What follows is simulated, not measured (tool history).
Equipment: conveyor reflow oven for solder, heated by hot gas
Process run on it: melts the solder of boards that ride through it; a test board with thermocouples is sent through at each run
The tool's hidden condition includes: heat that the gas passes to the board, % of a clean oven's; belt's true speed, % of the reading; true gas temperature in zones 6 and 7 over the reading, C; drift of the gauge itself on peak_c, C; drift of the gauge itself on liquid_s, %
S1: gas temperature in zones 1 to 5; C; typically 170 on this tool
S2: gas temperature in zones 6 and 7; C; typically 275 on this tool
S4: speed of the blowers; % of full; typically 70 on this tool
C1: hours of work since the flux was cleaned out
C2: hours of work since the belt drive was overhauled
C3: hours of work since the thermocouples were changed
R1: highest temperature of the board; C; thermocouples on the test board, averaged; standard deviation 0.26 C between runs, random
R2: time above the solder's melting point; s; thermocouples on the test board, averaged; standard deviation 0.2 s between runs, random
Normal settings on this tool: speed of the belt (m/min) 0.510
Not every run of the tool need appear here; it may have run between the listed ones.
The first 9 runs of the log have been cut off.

Run 10, day 7.338: usual settings but S1 180 C, S2 276 C; C1 398; C2 147; C3 448. Result: R1 257.8 C, R2 68.0 s.
Run 11, day 8.162: usual settings but S1 180 C, S2 276 C; C1 411; C2 159; C3 461. Result: R1 257.6 C, R2 67.6 s.
Run 12, day 9.125: usual settings but S1 180 C, S2 276 C, S4 82 % of full; C1 426; C2 174; C3 476. Result: R1 258.5 C, R2 69.0 s.
Run 13, day 9.879: usual settings but S1 180 C, S2 276 C, S4 82 % of full; C1 437; C2 186; C3 487. Result: R1 258.7 C, R2 68.7 s.
At day 10.329: flux residue cleaned out of gas plates and filters.
Run 14, day 11.062: usual settings but S1 180 C, S2 276 C, speed of the belt (m/min) 0.548, S4 82 % of full; C1 11; C2 201; C3 502. Result: R1 260.5 C, R2 65.0 s.
Run 15, day 11.746: usual settings but S1 180 C, S2 276 C, speed of the belt (m/min) 0.548, S4 82 % of full; C1 22; C2 211; C3 513. Result: R1 260.1 C, R2 64.9 s.
Run 16, day 12.396: usual settings but S1 184 C; C1 32; C2 221; C3 523. Result: R1 260.4 C, R2 71.6 s.
Run 17, day 13.342: usual settings but S2 281 C, speed of the belt (m/min) 0.500; C1 46; C2 236; C3 537. Result: R1 264.6 C, R2 69.9 s.
Run 18, day 13.950: usual settings but S1 181 C, S2 263 C, speed of the belt (m/min) 0.481, S4 57 % of full; C1 56; C2 245; C3 547. Result: R1 249.4 C, R2 66.5 s.
Run 19, day 14.721: usual settings but S1 169 C, S2 263 C, speed of the belt (m/min) 0.428, S4 61 % of full; C1 67; C2 257; C3 558. Result: R1 251.1 C, R2 72.8 s.
Run 20, day 15.796: usual settings but S1 171 C, S2 281 C, speed of the belt (m/min) 0.428, S4 58 % of full; C1 84; C2 273; C3 575. Result: R1 267.1 C, R2 85.0 s.
Run 21, day 16.638: usual settings but S1 171 C, speed of the belt (m/min) 0.428, S4 64 % of full; C1 97; C2 286; C3 588. Result: R1 261.8 C, R2 82.3 s.
Run 22, day 17.592: usual settings but S1 171 C, speed of the belt (m/min) 0.428, S4 64 % of full; C1 111; C2 301; C3 602. Result: R1 261.9 C, R2 82.1 s.
Run 23, day 18.262: usual settings but S1 164 C, S2 267 C, speed of the belt (m/min) 0.468, S4 64 % of full; C1 122; C2 311; C3 613. Result: R1 251.2 C, R2 63.7 s.
Run 24, day 19.250: usual settings but S1 160 C, S2 278 C, speed of the belt (m/min) 0.437, S4 53 % of full; C1 137; C2 326; C3 628. Result: R1 261.1 C, R2 74.8 s.
Run 25, day 20.312: usual settings but S4 56 % of full; C1 153; C2 342; C3 644. Result: R1 254.6 C, R2 62.3 s.
Run 26, day 21.021: usual settings but S4 56 % of full; C1 164; C2 353; C3 655. Result: R1 255.0 C, R2 61.7 s.
Run 27, day 21.796: usual settings but S4 56 % of full; C1 176; C2 365; C3 667. Result: R1 254.7 C, R2 61.8 s.
Run 28, day 22.442: usual settings but S1 161 C, S2 283 C, speed of the belt (m/min) 0.478, S4 88 % of full; C1 186; C2 375; C3 677. Result: R1 267.1 C, R2 72.5 s.
Run 29, day 23.612: usual settings but S1 161 C, S2 283 C, speed of the belt (m/min) 0.478, S4 88 % of full; C1 204; C2 393; C3 695. Result: R1 266.8 C, R2 72.4 s.
Run 30, day 24.833: usual settings; C1 222; C2 412; C3 714. Result: R1 256.2 C, R2 63.5 s.
Run 31, day 25.354: usual settings but S2 267 C, speed of the belt (m/min) 0.559; C1 230; C2 420; C3 722. Result: R1 246.0 C, R2 49.6 s.

Alternative continuations, all from the tool just after run 31; predict every row:
Run A, day 26.371: usual settings but S1 166 C, S2 267 C, speed of the belt (m/min) 0.577, S4 61 % of full; C1 246; C2 435; C3 737. Result: R1 ?, R2 ?.
Run B, day 26.371: usual settings but S2 284 C, speed of the belt (m/min) 0.492; C1 246; C2 435; C3 737. Result: R1 ?, R2 ?.
Run C, day 26.371: usual settings but S1 161 C, S2 263 C, speed of the belt (m/min) 0.497; C1 246; C2 435; C3 737. Result: R1 ?, R2 ?.
Run D, day 26.371: usual settings but S2 270 C, speed of the belt (m/min) 0.445, S4 55 % of full; C1 246; C2 435; C3 737. Result: R1 ?, R2 ?.

run     R1    R2
  A  242.0  42.3
  B  265.3  71.9
  C  244.9  52.5
  D  253.6  71.1
What these runs would have given with no unlogged condition in the tool:
run     R1    R2
  A  245.8  46.1
  B  269.0  73.6
  C  248.5  56.3
  D  256.7  73.5

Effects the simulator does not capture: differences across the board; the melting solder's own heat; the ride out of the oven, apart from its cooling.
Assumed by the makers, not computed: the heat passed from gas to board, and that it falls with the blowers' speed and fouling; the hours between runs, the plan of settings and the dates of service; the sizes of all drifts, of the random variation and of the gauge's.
